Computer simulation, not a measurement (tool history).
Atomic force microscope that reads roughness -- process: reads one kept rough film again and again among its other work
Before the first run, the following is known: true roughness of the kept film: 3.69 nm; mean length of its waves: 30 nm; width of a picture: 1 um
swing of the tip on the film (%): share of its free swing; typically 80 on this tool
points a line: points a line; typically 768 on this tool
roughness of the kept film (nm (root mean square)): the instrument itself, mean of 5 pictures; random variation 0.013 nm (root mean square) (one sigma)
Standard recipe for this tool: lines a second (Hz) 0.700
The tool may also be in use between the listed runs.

run    hour  lines a second (Hz)  swing of the tip on the film (%)  points a line  roughness of the kept film (nm (root mean square))
  1     0.0                0.700                                80            768                                               2.599
  2    18.9                0.700                                80            768                                               2.505
  3    48.7                0.700                                80            768                                               2.376
  4    80.0                0.700                                80            768                                               2.243
  5   111.6                0.700                                80            768                                               2.150
      118.5  -- new tip fitted
  6   140.8                0.700                                80            768                                               2.840
  7   157.4                0.700                                80            768                                               2.742
  8   181.8                0.700                                80            768                                               2.622
  9   199.6                0.700                                80            768                                               2.529
 10   227.9                0.700                                80            768                                               2.381
 11   242.1                0.700                                80            768                                               2.327
 12   258.5                0.700                                80            768                                               2.273
 13   276.6                0.700                                80            768                                               2.196
      309.0  -- new tip fitted
 14   309.0                0.700                                80            768                                               2.984
 15   336.5                0.700                                80            768                                               2.811
 16   357.7                0.700                                80            768                                               2.673
 17   387.5                0.700                                80            768                                               2.531
 18   405.9                0.700                                80            768                                               2.434
 19   429.4                0.700                                80            768                                               2.331
 20   443.2                0.700                                80            768                                               2.293
 21   475.1                1.929                                80            768                                               1.965
 22   495.6                0.700                                80            768                                               2.084
      500.3  -- new tip fitted
 23   515.6                0.700                                80            768                                               2.903
 24   531.2                1.006                                80            768                                               2.749
 25   548.0                1.006                                80            768                                               2.658
 26   576.8                0.751                                80            279                                               2.545
 27   606.3                0.751                                80            279                                               2.413
 28   634.5                1.265                                88            529                                               2.139
 29   650.9                1.265                                88            529                                               2.081
 30   666.4                0.544                                55            813                                               2.296
      691.1  -- new tip fitted
 31   695.1                0.700                                87            834                                               2.898
 32   714.8                0.700                                82            349                                               2.810
 33   736.4                2.205                                57            709                                               2.737
 34   760.2                2.205                                66            709                                               2.519
 35   782.5                2.205                                66            709                                               2.433
 36   807.5                1.638                                80            768                                               2.223
 37   828.9                2.246                                81            473                                               2.031
 38   849.9                0.700                                58            768                                               2.280
      881.3  -- new tip fitted
 39   881.3                0.700                                58            768                                               3.110
 40   911.5                2.223                                58            286                                               2.806
 41   942.2                2.223                                58            286                                               2.630
 42   973.0                3.279                                61            641                                               2.401
 43   999.6                3.279                                61            641                                               2.308
 44  1014.0                3.279                                58            369                                               2.256
 45  1032.8                3.463                                81            713                                               1.831
 46  1048.1                3.957                                81            768                                               1.738
 47  1061.3                0.700                                73            768                                               2.157
     1071.2  -- new tip fitted
 48  1076.0                0.752                                80            768                                               2.958
 49  1100.3                0.700                                80            290                                               2.780
 50  1122.0                2.359                                73            559                                               2.510

Below are 5 alternative next runs, each starting from the tool's condition after run 50. Predict each:
  A  1145.7                2.270                                61            450                                                   ?
  B  1145.7                2.359                                73            272                                                   ?
  C  1145.7                1.354                                55            768                                                   ?
  D  1145.7                0.902                                80            768                                                   ?
  E  1145.7                0.700                                73            768                                                   ?

run  roughness of the kept film (nm (root mean square))
  A                                               2.532
  B                                               2.380
  C                                               2.640
  D                                               2.530
  E                                               2.604
With the hidden condition removed and each run's random variation left untouched, the same runs would have given:
run  roughness of the kept film (nm (root mean square))
  A                                               2.964
  B                                               2.787
  C                                               3.090
  D                                               2.961
  E                                               3.049
